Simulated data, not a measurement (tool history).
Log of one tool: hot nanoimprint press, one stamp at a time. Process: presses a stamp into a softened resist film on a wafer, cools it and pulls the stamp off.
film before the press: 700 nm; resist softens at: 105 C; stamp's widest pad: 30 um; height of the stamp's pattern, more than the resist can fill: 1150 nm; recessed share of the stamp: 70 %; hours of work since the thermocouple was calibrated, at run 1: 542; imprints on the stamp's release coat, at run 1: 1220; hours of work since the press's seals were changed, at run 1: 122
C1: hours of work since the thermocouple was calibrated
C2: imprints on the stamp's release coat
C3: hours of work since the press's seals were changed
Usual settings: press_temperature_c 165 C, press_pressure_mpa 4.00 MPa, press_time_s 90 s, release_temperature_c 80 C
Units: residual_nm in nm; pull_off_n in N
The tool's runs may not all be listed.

Run 1, hour 0.0: usual settings; C1 542; C2 1220; C3 122. Result: residual_nm 323.5 nm, pull_off_n 312 N.
Run 2, hour 14.1: usual settings but press_time_s 77 s; C1 548; C2 1242; C3 129. Result: residual_nm 339.0 nm, pull_off_n 324 N.
Run 3, hour 27.2: usual settings but press_time_s 77 s; C1 555; C2 1262; C3 135. Result: residual_nm 341.6 nm, pull_off_n 329 N.
Run 4, hour 37.4: usual settings but press_time_s 93 s; C1 560; C2 1277; C3 140. Result: residual_nm 318.5 nm, pull_off_n 321 N.
Run 5, hour 51.6: usual settings but press_pressure_mpa 4.61 MPa, press_time_s 93 s; C1 567; C2 1299; C3 147. Result: residual_nm 294.7 nm, pull_off_n 318 N.
Run 6, hour 65.5: usual settings but press_time_s 46 s; C1 574; C2 1321; C3 154. Result: residual_nm 393.9 nm, pull_off_n 318 N.
At hour 70.4: plate thermocouple calibrated.
Run 7, hour 84.5: usual settings but press_time_s 46 s; C1 7; C2 1346; C3 162. Result: residual_nm 425.3 nm, pull_off_n 335 N.
Run 8, hour 100.5: usual settings but press_time_s 46 s; C1 15; C2 1370; C3 169. Result: residual_nm 423.9 nm, pull_off_n 329 N.
Run 9, hour 114.2: usual settings but press_time_s 46 s; C1 21; C2 1391; C3 176. Result: residual_nm 422.9 nm, pull_off_n 326 N.
Run 10, hour 126.7: usual settings but press_time_s 46 s, release_temperature_c 84 C; C1 27; C2 1411; C3 182. Result: residual_nm 424.1 nm, pull_off_n 319 N.
Run 11, hour 135.5: usual settings; C1 32; C2 1424; C3 187. Result: residual_nm 346.5 nm, pull_off_n 327 N.
Run 12, hour 150.7: usual settings but press_temperature_c 160 C; C1 39; C2 1448; C3 194. Result: residual_nm 412.3 nm, pull_off_n 343 N.
Run 13, hour 165.1: usual settings but press_temperature_c 160 C; C1 46; C2 1470; C3 201. Result: residual_nm 412.9 nm, pull_off_n 339 N.
Run 14, hour 181.2: usual settings but press_temperature_c 160 C; C1 54; C2 1495; C3 209. Result: residual_nm 413.3 nm, pull_off_n 338 N.
Run 15, hour 193.1: usual settings but press_temperature_c 160 C; C1 60; C2 1513; C3 215. Result: residual_nm 408.5 nm, pull_off_n 345 N.

The next listed run, before its measurement:
Run 16, hour 209.6: usual settings but press_temperature_c 166 C, release_temperature_c 70 C; C1 68; C2 1538; C3 223. Result: residual_nm ?, pull_off_n ?.

residual_nm: 334.3 nm
pull_off_n: 363 N
Without the tool's hidden state the same run would have given residual_nm 334.3 nm, pull_off_n 234 N.

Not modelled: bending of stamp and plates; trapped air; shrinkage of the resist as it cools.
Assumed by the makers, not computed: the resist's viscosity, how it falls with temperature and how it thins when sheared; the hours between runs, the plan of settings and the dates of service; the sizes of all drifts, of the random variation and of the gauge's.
